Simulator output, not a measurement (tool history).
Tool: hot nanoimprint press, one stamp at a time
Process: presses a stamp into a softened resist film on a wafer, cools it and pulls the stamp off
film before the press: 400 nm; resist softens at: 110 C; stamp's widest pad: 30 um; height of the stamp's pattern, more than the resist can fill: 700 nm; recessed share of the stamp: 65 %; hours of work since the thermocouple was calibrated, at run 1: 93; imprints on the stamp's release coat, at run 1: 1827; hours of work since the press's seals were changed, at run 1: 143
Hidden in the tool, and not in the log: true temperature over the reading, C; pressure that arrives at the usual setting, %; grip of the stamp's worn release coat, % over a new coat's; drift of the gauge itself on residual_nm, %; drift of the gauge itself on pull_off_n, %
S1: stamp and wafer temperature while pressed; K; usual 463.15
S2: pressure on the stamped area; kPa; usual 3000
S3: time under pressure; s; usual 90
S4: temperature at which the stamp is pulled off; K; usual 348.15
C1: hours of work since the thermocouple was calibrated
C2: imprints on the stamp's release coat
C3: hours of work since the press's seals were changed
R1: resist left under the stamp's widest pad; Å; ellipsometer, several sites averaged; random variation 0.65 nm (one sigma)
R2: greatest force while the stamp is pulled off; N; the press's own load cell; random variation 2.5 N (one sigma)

run     day      S1    S2   S3      S4   C1    C2   C3    R1   R2
  1       0  463.15  3000   90  348.15   93  1827  143  1505  255
  2   0.275  463.15  3000   90  348.15   97  1852  146  1483  259
  3   0.667  463.15  3000   90  348.15  102  1888  152  1488  256
  4   0.904  460.15  3000   90  348.15  105  1910  155  1733  254
  5   1.279  460.15  3000   90  348.15  110  1944  160  1728  258
  6   1.542  463.15  1940   90  348.15  113  1968  163  1798  259
  7   2.046  463.15  3000   90  346.15  120  2014  169  1498  270
  8   2.296  463.15  3000   90  337.15  123  2037  173  1512  325
  9   2.746  463.15  3000   90  337.15  129  2078  178  1505  328
 10    3.25  463.15  3000   90  348.15  135  2124  185  1499  257
       3.85  -- stamp cleaned and given a new release coat
 11   3.988  463.15  3000   90  348.15  142    12  191  1494  217
 12   4.283  463.15  3000   90  348.15  146    40  195  1515  215
 13   4.596  463.15  3000   90  350.15  150    68  199  1510  204
 14       5  463.15  3000   90  350.15  155   105  204  1504  207
 15   5.375  464.15  3000   90  348.15  160   139  209  1442  216
 16     5.7  464.15  3000   90  348.15  164   169  213  1447  214
 17   6.179  464.15  3000   90  348.15  170   213  220  1448  219
 18   6.708  473.15  1990   90  348.15  177   261  226  1163  224
 19    7.15  471.15  1990   48  349.15  183   301  232  1664  218
 20   7.646  459.15  4040   62  341.15  189   347  238  1874  257
      7.812  -- plate thermocouple calibrated
 21   8.183  459.15  4040   62  341.15    5   384  244  1903  260
 22   8.471  463.15  3590   90  347.15    9   410  248  1430  229
 23   8.729  463.15  3590   70  347.15   12   434  251  1575  231
 24    9.15  463.15  3590   47  334.15   17   473  256  1865  299
 25   9.483  463.15  3590   47  334.15   22   503  261  1857  306
 26   9.775  463.15  3210  154  334.15   25   529  264  1178  297
 27    10.3  463.15  3210  154  334.15   32   578  271  1183  307
 28  10.783  463.15  4280  158  337.15   38   622  277  1028  286
     11.183  -- plate thermocouple calibrated, once more
 29    11.2  461.15  3660  158  346.15    0   648  281  1164  236

Forecast each of these 3 alternatives for the next run:
  A  11.742  454.15  2720  103  348.15   7  698  288   ?   ?
  B  11.742  463.15  3000   81  353.15   7  698  288   ?   ?
  C  11.742  468.15  3000   90  348.15   7  698  288   ?   ?

run    R1   R2
  A  2211  228
  B  1564  205
  C  1180  228
Without the tool's hidden state the same runs would have given:
run    R1   R2
  A  2183  211
  B  1539  191
  C  1160  211
